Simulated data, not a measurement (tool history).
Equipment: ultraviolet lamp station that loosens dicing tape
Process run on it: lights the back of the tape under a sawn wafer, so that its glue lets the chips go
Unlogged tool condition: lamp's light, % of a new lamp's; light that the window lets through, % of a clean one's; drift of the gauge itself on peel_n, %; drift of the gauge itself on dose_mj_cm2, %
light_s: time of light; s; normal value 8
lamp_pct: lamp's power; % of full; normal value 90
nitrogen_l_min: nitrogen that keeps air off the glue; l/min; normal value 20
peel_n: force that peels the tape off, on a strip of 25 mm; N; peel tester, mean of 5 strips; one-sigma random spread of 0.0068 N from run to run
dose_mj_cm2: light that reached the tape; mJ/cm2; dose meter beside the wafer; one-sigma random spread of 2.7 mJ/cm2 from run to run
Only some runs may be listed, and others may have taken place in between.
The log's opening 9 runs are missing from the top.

run     day  light_s  lamp_pct  nitrogen_l_min  hours of work of the lamp  hours of work since the window was cleaned  peel_n  dose_mj_cm2
 10   8.317        8        93              20                        515                                         106   0.381          304
 11   9.529        8        90              20                        531                                         122   0.425          291
 12  10.362        8        90              20                        541                                         133   0.435          281
 13  11.462        8        90              20                        555                                         147   0.428          280
 14  12.404        8        90              20                        567                                         159   0.485          275
 15    13.2        8        90              20                        578                                         169   0.491          276
 16  14.033        8        90              20                        588                                         180   0.507          262
 17  15.312        8        90              20                        605                                         196   0.516          263
     16.017  -- window cleaned of glue's vapour
 18  16.017       12        90              20                        613                                           0   0.136          463
 19  17.333        8        90              20                        630                                          17   0.386          300
 20  18.467        8        90              20                        645                                          31   0.404          297
 21  19.275        8        90              20                        655                                          42     0.4          295
 22  20.108        5        90              20                        666                                          52   1.009          179
 23   21.45        8        90              10                        683                                          70   0.729          286
 24  22.346        8        90              30                        694                                          81   0.337          284
 25  23.371        8        96              19                        707                                          94   0.431          299
 26  24.208        4        90              28                        718                                         105   1.304          133
 27  24.779        4        90              28                        725                                         112   1.364          135
 28  25.492        5        90               9                        735                                         121   1.714          166
 29  26.162        9        83              20                        743                                         130   0.478          277
 30  27.458        9        83              20                        760                                         146   0.484          274
 31  28.621        6        90              15                        775                                         161    1.08          191
 32  29.396       11        90              20                        785                                         171   0.283          347
 33  30.171        5        90              17                        794                                         181   1.399          156

Run 34 comes next. What will it give?
 34  31.079       14        76              17                        806                                         193       ?            ?

peel_n: 0.281 N
dose_mj_cm2: 363 mJ/cm2
Without the tool's hidden state the same run would have given peel_n 0.099 N, dose_mj_cm2 550 mJ/cm2.
